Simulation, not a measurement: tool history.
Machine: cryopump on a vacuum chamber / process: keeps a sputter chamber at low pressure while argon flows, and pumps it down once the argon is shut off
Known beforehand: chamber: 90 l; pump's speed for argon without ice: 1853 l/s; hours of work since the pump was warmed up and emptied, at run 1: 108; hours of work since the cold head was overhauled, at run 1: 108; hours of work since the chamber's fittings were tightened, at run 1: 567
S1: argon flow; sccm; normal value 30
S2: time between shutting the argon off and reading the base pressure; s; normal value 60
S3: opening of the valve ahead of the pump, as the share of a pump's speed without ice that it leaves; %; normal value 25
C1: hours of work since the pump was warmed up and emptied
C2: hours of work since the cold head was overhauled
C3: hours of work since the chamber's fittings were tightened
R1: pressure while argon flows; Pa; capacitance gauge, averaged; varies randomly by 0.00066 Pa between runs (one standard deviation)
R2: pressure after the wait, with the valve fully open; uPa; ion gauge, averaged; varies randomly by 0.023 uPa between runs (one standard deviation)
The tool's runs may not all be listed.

run	hour	S1	S2	S3	C1	C2	C3	R1	R2
1	0.0	30	60	25	108	108	567	0.1112	1.13
2	11.3	30	60	25	115	115	574	0.1103	1.10
3	24.5	30	60	25	122	122	581	0.1105	1.16
4	32.7	30	60	25	127	127	586	0.1107	1.13
5	47.2	30	60	57	135	135	594	0.0499	1.10
6	54.4	16	60	25	140	140	599	0.0588	1.14
7	66.2	16	60	25	146	146	605	0.0589	1.14
8	80.4	16	60	25	155	155	614	0.0588	1.16
9	94.3	14	80	37	163	163	622	0.0353	0.98
10	107.6	24	60	36	170	170	629	0.0621	1.13

Forecast run 11:
11	113.9	33	192	53	174	174	633	?	?

{"run 11": {"R1": 0.0599, "R2": 0.74}}
Take away the tool's hidden state, keep the run-to-run variation as it was, and the same run would have given R1 0.0580 Pa, R2 0.33 uPa.

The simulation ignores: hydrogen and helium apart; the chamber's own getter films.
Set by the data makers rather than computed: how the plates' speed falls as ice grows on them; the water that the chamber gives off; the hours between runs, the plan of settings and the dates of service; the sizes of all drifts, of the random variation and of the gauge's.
